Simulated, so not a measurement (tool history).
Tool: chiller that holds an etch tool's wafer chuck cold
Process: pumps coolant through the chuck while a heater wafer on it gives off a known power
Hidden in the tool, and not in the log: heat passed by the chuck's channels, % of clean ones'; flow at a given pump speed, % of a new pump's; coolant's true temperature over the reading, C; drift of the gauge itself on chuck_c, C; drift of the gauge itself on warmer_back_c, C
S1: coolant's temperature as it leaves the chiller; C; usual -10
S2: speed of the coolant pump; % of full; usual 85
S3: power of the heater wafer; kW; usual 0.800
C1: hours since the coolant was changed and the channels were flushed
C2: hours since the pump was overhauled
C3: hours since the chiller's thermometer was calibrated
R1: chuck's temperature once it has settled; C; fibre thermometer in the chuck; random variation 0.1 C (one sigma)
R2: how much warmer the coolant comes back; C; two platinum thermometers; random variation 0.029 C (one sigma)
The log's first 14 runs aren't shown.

run 15 hour=1225.7 | S1=-10 S2=85 S3=0.800 | C1=1354 C2=1691 C3=2769 | R1=-4.1 R2=2.41
run 16 hour=1340.9 | S1=-10 S2=85 S3=0.800 | C1=1469 C2=1806 C3=2884 | R1=-4.1 R2=2.36
run 17 hour=1427.5 | S1=-10 S2=85 S3=0.800 | C1=1556 C2=1893 C3=2971 | R1=-4.1 R2=2.35
run 18 hour=1523.6 | S1=-19 S2=88 S3=1.045 | C1=1652 C2=1989 C3=3067 | R1=-11.3 R2=3.06
run 19 hour=1609.1 | S1=-11 S2=77 S3=1.000 | C1=1737 C2=2074 C3=3153 | R1=-3.1 R2=3.36
run 20 hour=1676.2 | S1=-11 S2=77 S3=1.000 | C1=1804 C2=2141 C3=3220 | R1=-2.7 R2=3.41
run 21 hour=1774.4 | S1=-10 S2=90 S3=1.085 | C1=1903 C2=2240 C3=3318 | R1=-2.1 R2=3.08
run 22 hour=1843.5 | S1=-10 S2=90 S3=1.085 | C1=1972 C2=2309 C3=3387 | R1=-2.2 R2=3.00
run 23 hour=1916.7 | S1=-10 S2=85 S3=0.479 | C1=2045 C2=2382 C3=3460 | R1=-6.5 R2=1.32
run 24 hour=1998.6 | S1=-10 S2=96 S3=0.910 | C1=2127 C2=2464 C3=3542 | R1=-3.6 R2=2.29
run 25 hour=2088.2 | S1=-10 S2=96 S3=0.910 | C1=2216 C2=2553 C3=3632 | R1=-3.8 R2=2.30
run 26 hour=2191.8 | S1=-10 S2=96 S3=0.910 | C1=2320 C2=2657 C3=3735 | R1=-3.7 R2=2.28
run 27 hour=2283.5 | S1=-10 S2=96 S3=0.910 | C1=2412 C2=2749 C3=3827 | R1=-3.7 R2=2.28
run 28 hour=2383.9 | S1=-10 S2=98 S3=0.523 | C1=2512 C2=2849 C3=3927 | R1=-6.4 R2=1.11
run 29 hour=2485.2 | S1=-8 S2=85 S3=0.800 | C1=2613 C2=2950 C3=4029 | R1=-2.1 R2=2.24
run 30 hour=2565.4 | S1=-8 S2=89 S3=0.653 | C1=2694 C2=3031 C3=4109 | R1=-3.1 R2=1.68
run 31 hour=2683.1 | S1=-18 S2=82 S3=0.701 | C1=2811 C2=3148 C3=4227 | R1=-12.7 R2=1.98

Forecast each of these 5 alternatives for the next run:
run A hour=2797.0 | S1=-19 S2=85 S3=1.191 | C1=2925 C2=3262 C3=4340 | R1=? R2=?
run B hour=2797.0 | S1=-4 S2=85 S3=0.446 | C1=2925 C2=3262 C3=4340 | R1=? R2=?
run C hour=2797.0 | S1=-18 S2=80 S3=0.941 | C1=2925 C2=3262 C3=4340 | R1=? R2=?
run D hour=2797.0 | S1=-14 S2=92 S3=0.678 | C1=2925 C2=3262 C3=4340 | R1=? R2=?
run E hour=2797.0 | S1=-18 S2=82 S3=0.675 | C1=2925 C2=3262 C3=4340 | R1=? R2=?

run=A R1=-10.0 R2=3.44
run=B R1=-0.6 R2=1.11
run=C R1=-10.8 R2=2.82
run=D R1=-9.3 R2=1.63
run=E R1=-12.8 R2=1.96
Without the tool's hidden state the same runs would have given:
run=A R1=-10.1 R2=3.78
run=B R1=-0.6 R2=1.45
run=C R1=-10.8 R2=3.16
run=D R1=-9.4 R2=1.97
run=E R1=-12.9 R2=2.30
